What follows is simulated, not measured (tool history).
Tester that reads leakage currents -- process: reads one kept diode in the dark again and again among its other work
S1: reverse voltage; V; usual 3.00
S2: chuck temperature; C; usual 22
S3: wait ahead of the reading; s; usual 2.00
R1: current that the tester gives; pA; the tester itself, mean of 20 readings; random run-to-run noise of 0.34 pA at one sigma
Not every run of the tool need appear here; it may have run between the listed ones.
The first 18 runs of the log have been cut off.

run,day,S1,S2,S3,R1
19,145.079,3.00,22,2.00,112.47
20,153.796,3.00,22,2.00,113.63
# day 161.758: tester calibrated
21,162.429,3.00,22,2.00,112.76
# day 164.721: chuck's temperature calibrated
22,172.525,3.00,22,2.00,112.91
# day 175.246: probe card cleaned and baked
23,178.817,1.34,35,2.00,177.68
24,188.888,1.34,23,2.00,76.74
25,195.921,3.00,33,4.45,245.28
26,202.454,2.23,20,2.44,82.81
27,210.550,7.80,22,0.59,196.12
28,217.917,7.80,22,0.59,196.11
29,227.146,1.11,52,4.78,472.39
30,234.154,9.77,22,1.63,221.45
31,244.308,10.31,39,2.00,740.26
32,253.096,1.07,35,0.59,156.65
# day 259.604: chuck's temperature calibrated
33,260.488,1.07,35,0.59,157.18
34,268.483,3.00,25,0.31,141.74
35,276.550,3.02,25,0.63,141.89
36,281.458,3.02,25,0.63,142.03
37,288.921,3.00,39,2.00,366.66
38,299.512,7.68,49,0.60,1178.90
39,309.654,7.68,49,0.60,1182.06

5 options for the next run, each taken on its own from the tool as it stands now. Forecast them:
A,314.538,8.22,33,0.60,?
B,314.538,3.00,57,1.84,?
C,314.538,6.76,51,5.67,?
D,314.538,9.81,22,2.91,?
E,314.538,1.83,56,2.00,?

run,R1
A,438.15
B,1116.41
C,1244.38
D,222.71
E,794.40
With no hidden state in the tool, these same runs would have given:
run,R1
A,438.04
B,1116.30
C,1244.22
D,222.60
E,794.33
